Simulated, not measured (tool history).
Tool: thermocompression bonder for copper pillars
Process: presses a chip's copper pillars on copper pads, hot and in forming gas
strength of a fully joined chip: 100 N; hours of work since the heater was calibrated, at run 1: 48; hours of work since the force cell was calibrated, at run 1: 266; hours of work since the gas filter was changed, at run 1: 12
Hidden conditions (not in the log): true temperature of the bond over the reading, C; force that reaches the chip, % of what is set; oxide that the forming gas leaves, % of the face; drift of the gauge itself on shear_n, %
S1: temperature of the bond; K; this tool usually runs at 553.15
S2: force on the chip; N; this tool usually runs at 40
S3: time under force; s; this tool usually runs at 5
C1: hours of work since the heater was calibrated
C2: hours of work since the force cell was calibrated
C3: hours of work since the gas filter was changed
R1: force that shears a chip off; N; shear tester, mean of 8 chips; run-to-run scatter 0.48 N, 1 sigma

run 1 hour=0 | S1=553.15 S2=40 S3=5 | C1=48 C2=266 C3=12 | R1=69.9
run 2 hour=13.4 | S1=553.15 S2=40 S3=5 | C1=55 C2=273 C3=19 | R1=69.5
run 3 hour=25.4 | S1=553.15 S2=40 S3=5 | C1=62 C2=279 C3=25 | R1=70.3
run 4 hour=37.7 | S1=553.15 S2=40 S3=5 | C1=68 C2=286 C3=32 | R1=69.3
run 5 hour=47.3 | S1=553.15 S2=40 S3=5 | C1=73 C2=291 C3=37 | R1=69.3
run 6 hour=58.3 | S1=553.15 S2=40 S3=5 | C1=79 C2=297 C3=43 | R1=70.2
run 7 hour=68.6 | S1=553.15 S2=40 S3=4 | C1=84 C2=302 C3=48 | R1=65.7
run 8 hour=82.5 | S1=553.15 S2=40 S3=5 | C1=92 C2=309 C3=55 | R1=69
run 9 hour=95.2 | S1=553.15 S2=40 S3=15 | C1=98 C2=316 C3=62 | R1=86.4
run 10 hour=103.6 | S1=553.15 S2=40 S3=5 | C1=103 C2=320 C3=66 | R1=69.7
run 11 hour=115 | S1=553.15 S2=40 S3=4 | C1=109 C2=326 C3=72 | R1=65
run 12 hour=121.4 | S1=553.15 S2=40 S3=4 | C1=112 C2=330 C3=76 | R1=64.2
run 13 hour=128.5 | S1=553.15 S2=40 S3=5 | C1=116 C2=334 C3=80 | R1=69.4
run 14 hour=140.8 | S1=553.15 S2=40 S3=5 | C1=122 C2=340 C3=86 | R1=69.1
run 15 hour=154.9 | S1=553.15 S2=40 S3=5 | C1=130 C2=347 C3=93 | R1=67.6
run 16 hour=168.9 | S1=553.15 S2=40 S3=12 | C1=137 C2=355 C3=101 | R1=82.6
run 17 hour=177.3 | S1=553.15 S2=40 S3=5 | C1=142 C2=359 C3=105 | R1=67.4
run 18 hour=190.6 | S1=553.15 S2=40 S3=5 | C1=149 C2=366 C3=112 | R1=67.7
run 19 hour=197.6 | S1=553.15 S2=40 S3=5 | C1=152 C2=370 C3=116 | R1=67.6
run 20 hour=203.9 | S1=553.15 S2=40 S3=5 | C1=156 C2=373 C3=119 | R1=67.8
run 21 hour=214.1 | S1=553.15 S2=40 S3=5 | C1=161 C2=379 C3=125 | R1=68.4
run 22 hour=224.5 | S1=575.15 S2=41 S3=5 | C1=166 C2=384 C3=130 | R1=81.5
run 23 hour=236 | S1=535.15 S2=44 S3=5 | C1=172 C2=390 C3=136 | R1=57.7
run 24 hour=245 | S1=528.15 S2=40 S3=12 | C1=177 C2=395 C3=141 | R1=64.8
run 25 hour=258.8 | S1=546.15 S2=28 S3=4 | C1=184 C2=402 C3=148 | R1=48.2
run 26 hour=270.7 | S1=553.15 S2=40 S3=7 | C1=191 C2=408 C3=154 | R1=72.9
run 27 hour=277.9 | S1=563.15 S2=46 S3=7 | C1=195 C2=412 C3=158 | R1=81.3
run 28 hour=285.1 | S1=566.15 S2=46 S3=8 | C1=198 C2=416 C3=162 | R1=84.4
run 29 hour=293 | S1=544.15 S2=37 S3=7 | C1=202 C2=420 C3=166 | R1=64.5
run 30 hour=301.9 | S1=544.15 S2=37 S3=7 | C1=207 C2=425 C3=171 | R1=63.8
run 31 hour=311.3 | S1=544.15 S2=55 S3=7 | C1=212 C2=430 C3=176 | R1=75.8
run 32 hour=317.3 | S1=544.15 S2=37 S3=7 | C1=215 C2=433 C3=179 | R1=63.9
run 33 hour=327.4 | S1=556.15 S2=27 S3=14 | C1=221 C2=438 C3=184 | R1=74.4
run 34 hour=337.6 | S1=579.15 S2=26 S3=4 | C1=226 C2=444 C3=190 | R1=66.7
run 35 hour=348.9 | S1=579.15 S2=26 S3=4 | C1=232 C2=450 C3=196 | R1=66.7
run 36 hour=362.1 | S1=568.15 S2=45 S3=4 | C1=239 C2=456 C3=203 | R1=74.3
run 37 hour=371.5 | S1=543.15 S2=40 S3=4 | C1=244 C2=461 C3=207 | R1=54.6
run 38 hour=384 | S1=543.15 S2=40 S3=4 | C1=250 C2=468 C3=214 | R1=54.7
-- hour=388.4 forming gas filter changed
run 39 hour=391.6 | S1=543.15 S2=40 S3=4 | C1=254 C2=472 C3=2 | R1=58.7
run 40 hour=399 | S1=553.15 S2=43 S3=5 | C1=258 C2=476 C3=6 | R1=72.1
run 41 hour=408.8 | S1=542.15 S2=40 S3=5 | C1=263 C2=481 C3=11 | R1=61.5

How would selected steps in R1 from run to run divide? Give the signed amount a tool lacking its hidden state would still show from settings, what came in and random variation, and the signed amount left for the hidden state, including any gauge scatter that is not in both of the compared results.
Run 22 -> 23: S1 575.15 -> 535.15, S2 41 -> 44. R1 -23.8 N: hidden state +0.8, all else -24.6.
Run 25 -> 26: S1 546.15 -> 553.15, S2 28 -> 40, S3 4 -> 7. R1 +24.7 N: hidden state -1.2, all else +25.9.
Run 28 -> 29: S1 566.15 -> 544.15, S2 46 -> 37, S3 8 -> 7. R1 -19.9 N: hidden state +1, all else -20.9.
Run 38 -> 39: forming gas filter changed. R1 +4 N: hidden state +3.3, all else +0.7.

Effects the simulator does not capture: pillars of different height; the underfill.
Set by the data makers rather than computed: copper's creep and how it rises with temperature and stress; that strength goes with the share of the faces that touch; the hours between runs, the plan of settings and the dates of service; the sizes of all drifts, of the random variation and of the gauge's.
